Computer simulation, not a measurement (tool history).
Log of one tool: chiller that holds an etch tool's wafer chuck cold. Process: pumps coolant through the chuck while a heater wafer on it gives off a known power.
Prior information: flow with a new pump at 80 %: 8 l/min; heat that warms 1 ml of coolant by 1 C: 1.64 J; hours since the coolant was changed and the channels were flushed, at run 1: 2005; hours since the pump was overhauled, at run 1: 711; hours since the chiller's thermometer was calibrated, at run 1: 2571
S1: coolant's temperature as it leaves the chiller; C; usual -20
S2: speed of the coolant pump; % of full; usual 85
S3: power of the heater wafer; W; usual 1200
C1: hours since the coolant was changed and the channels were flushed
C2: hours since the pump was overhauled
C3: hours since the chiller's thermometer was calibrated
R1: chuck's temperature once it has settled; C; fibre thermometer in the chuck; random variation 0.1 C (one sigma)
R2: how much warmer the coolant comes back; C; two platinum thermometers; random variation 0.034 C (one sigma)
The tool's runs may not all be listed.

run   hour   S1  S2    S3    C1    C2    C3     R1    R2
  1    0.0  -20  85  1200  2005   711  2571   -4.7  5.21
  2   38.5  -20  85  1200  2044   749  2610   -4.7  5.28
  3   65.8  -20  85  1200  2071   777  2637   -4.5  5.28
  4   94.3  -20  85  1200  2099   805  2666   -4.6  5.19
  5  120.5  -20  85  1200  2126   831  2692   -4.6  5.31
  6  139.7  -24  85  1200  2145   851  2711   -8.6  5.30
  7  167.8  -24  85  1200  2173   879  2739   -8.6  5.29
  8  189.5  -24  85  1200  2195   900  2761   -8.7  5.26
  9  220.0  -20  85  1200  2225   931  2791   -4.5  5.22
 10  235.8  -20  85  1200  2241   947  2807   -4.5  5.25
 11  254.7  -20  85  1200  2260   966  2826   -4.4  5.32
 12  293.1  -20  85  1200  2298  1004  2864   -4.3  5.27
 13  309.9  -20  85  1200  2315  1021  2881   -4.5  5.27
 14  325.8  -20  85  1200  2331  1037  2897   -4.6  5.30
 15  343.5  -20  85  1200  2349  1054  2915   -4.6  5.26
 16  376.7  -20  90  1200  2382  1088  2948   -5.4  5.00
 17  408.4  -20  97   907  2413  1119  2980   -9.6  3.51
     414.9  -- coolant pump overhauled
 18  449.4  -20  97   907  2449    34  3016   -9.8  3.48
 19  484.0  -20  90   648  2484    69  3050  -12.2  2.70
     491.8  -- coolant pump overhauled, once more
 20  523.8  -16  85   958  2519    32  3085   -3.9  4.11
 21  540.3  -28  81  1200  2535    49  3102  -11.8  5.49
 22  564.9  -16  65  1194  2560    73  3126    4.1  6.96
 23  587.4  -16  65  1194  2583    96  3149    4.2  6.94
 24  620.6  -16  65  1194  2616   129  3182    4.1  6.98
 25  657.9  -17  86  1200  2653   166  3219   -1.8  5.09
 26  677.9  -17  96   962  2673   186  3239   -6.3  3.67
 27  708.4  -17  96   962  2703   217  3270   -6.3  3.67
 28  728.5  -20  98   651  2724   237  3290  -12.8  2.38
 29  757.6  -20  68  1359  2753   266  3319    2.2  7.54
 30  774.4  -23  95   897  2770   283  3336  -12.6  3.44
 31  804.8  -23  95   897  2800   313  3366  -13.0  3.48
 32  831.0  -20  93  1265  2826   339  3392   -5.3  4.94

Hidden condition of the tool, last listed run before each entry between runs versus first listed run after:
Run 17 -> run 18: coolant pump overhauled (hour 414.9)
  heat passed by the chuck's channels, % of clean ones': 94.2 -> 94.1; flow at a given pump speed, % of a new pump's: 96.5 -> 95.4; coolant's true temperature over the reading, C: -0.29 -> -0.3
  measured less the result without the state, R1: +0.6 -> +0.6 C; R2: +0.13 -> +0.15 C
Run 19 -> run 20: coolant pump overhauled, once more (hour 491.8)
  heat passed by the chuck's channels, % of clean ones': 94 -> 93.9; flow at a given pump speed, % of a new pump's: 95.3 -> 99.1; coolant's true temperature over the reading, C: -0.3 -> -0.31
  measured less the result without the state, R1: +0.5 -> +0.4 C; R2: +0.12 -> +0.04 C
